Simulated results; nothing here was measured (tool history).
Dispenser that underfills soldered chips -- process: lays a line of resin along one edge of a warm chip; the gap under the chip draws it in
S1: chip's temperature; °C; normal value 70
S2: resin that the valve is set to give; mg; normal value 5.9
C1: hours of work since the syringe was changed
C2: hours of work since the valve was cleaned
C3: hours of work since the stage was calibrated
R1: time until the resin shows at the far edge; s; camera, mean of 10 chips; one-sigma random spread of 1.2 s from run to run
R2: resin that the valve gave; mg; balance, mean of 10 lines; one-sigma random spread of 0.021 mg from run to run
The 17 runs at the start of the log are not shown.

-- hour=204.6 new syringe of resin
-- hour=213.2 dispensing valve cleaned and set on the balance
run 18 hour=213.5 | S1=70 S2=6.39 | C1=6 C2=0 C3=648 | R1=151.2 R2=6.37
-- hour=218.5 new syringe of resin
run 19 hour=224.9 | S1=70 S2=6.39 | C1=5 C2=9 C3=657 | R1=145.2 R2=6.3
-- hour=230.9 new syringe of resin
run 20 hour=237.7 | S1=65 S2=5.86 | C1=5 C2=19 C3=667 | R1=182.9 R2=5.75
-- hour=243.5 new syringe of resin
run 21 hour=249.7 | S1=58 S2=5.06 | C1=5 C2=28 C3=676 | R1=244.7 R2=4.9
-- hour=255.6 new syringe of resin
run 22 hour=258.1 | S1=65 S2=6.79 | C1=2 C2=34 C3=682 | R1=136.4 R2=6.59
-- hour=267.5 new syringe of resin
run 23 hour=271 | S1=66 S2=7.48 | C1=3 C2=44 C3=692 | R1=140.7 R2=7.22
-- hour=280 new syringe of resin
run 24 hour=283 | S1=55 S2=5.02 | C1=2 C2=53 C3=701 | R1=228.3 R2=4.83
-- hour=292.3 new syringe of resin
run 25 hour=298.3 | S1=55 S2=5.02 | C1=5 C2=65 C3=713 | R1=276.3 R2=4.8
-- hour=305.2 new syringe of resin
run 26 hour=307.3 | S1=55 S2=5.02 | C1=2 C2=72 C3=720 | R1=221 R2=4.73
-- hour=317.7 new syringe of resin
run 27 hour=323.9 | S1=79 S2=6.07 | C1=5 C2=85 C3=732 | R1=95.2 R2=5.67
-- hour=327.2 dispensing valve cleaned and set on the balance
-- hour=331.3 new syringe of resin
run 28 hour=336.4 | S1=70 S2=6.08 | C1=4 C2=7 C3=741 | R1=129 R2=6.04
-- hour=343.7 stage's temperature calibrated
-- hour=345.6 new syringe of resin
run 29 hour=351.8 | S1=76 S2=6.88 | C1=5 C2=18 C3=6 | R1=123.4 R2=6.79
-- hour=357.9 new syringe of resin
run 30 hour=360.6 | S1=76 S2=6.88 | C1=2 C2=25 C3=13 | R1=97.7 R2=6.76
run 31 hour=367.7 | S1=76 S2=6.88 | C1=8 C2=30 C3=18 | R1=146.6 R2=6.74
-- hour=369.8 new syringe of resin
run 32 hour=375.1 | S1=70 S2=5.9 | C1=4 C2=36 C3=24 | R1=151.5 R2=5.74
-- hour=381.9 new syringe of resin
run 33 hour=392 | S1=76 S2=6.56 | C1=8 C2=49 C3=37 | R1=158 R2=6.35

What if the next run were any one of these 5? Each begins from the tool's condition after run 33:
-- hour=394 new syringe of resin
run A hour=404.8 | S1=70 S2=5.4 | C1=9 C2=59 C3=47 | R1=? R2=?
-- hour=394 new syringe of resin
run B hour=404.8 | S1=58 S2=5.51 | C1=9 C2=59 C3=47 | R1=? R2=?
-- hour=394 new syringe of resin
run C hour=404.8 | S1=64 S2=6.07 | C1=9 C2=59 C3=47 | R1=? R2=?
-- hour=394 new syringe of resin
run D hour=404.8 | S1=78 S2=5.9 | C1=9 C2=59 C3=47 | R1=? R2=?
-- hour=394 new syringe of resin
run E hour=404.8 | S1=69 S2=5.19 | C1=9 C2=59 C3=47 | R1=? R2=?

run=A R1=211.6 R2=5.18
run=B R1=357.2 R2=5.28
run=C R1=274.4 R2=5.79
run=D R1=151.1 R2=5.64
run=E R1=224.8 R2=5
With the hidden condition removed and each run's random variation left untouched, the same runs would have given:
run=A R1=114.7 R2=5.4
run=B R1=193.7 R2=5.5
run=C R1=149.3 R2=6.04
run=D R1=81.8 R2=5.89
run=E R1=121.7 R2=5.22

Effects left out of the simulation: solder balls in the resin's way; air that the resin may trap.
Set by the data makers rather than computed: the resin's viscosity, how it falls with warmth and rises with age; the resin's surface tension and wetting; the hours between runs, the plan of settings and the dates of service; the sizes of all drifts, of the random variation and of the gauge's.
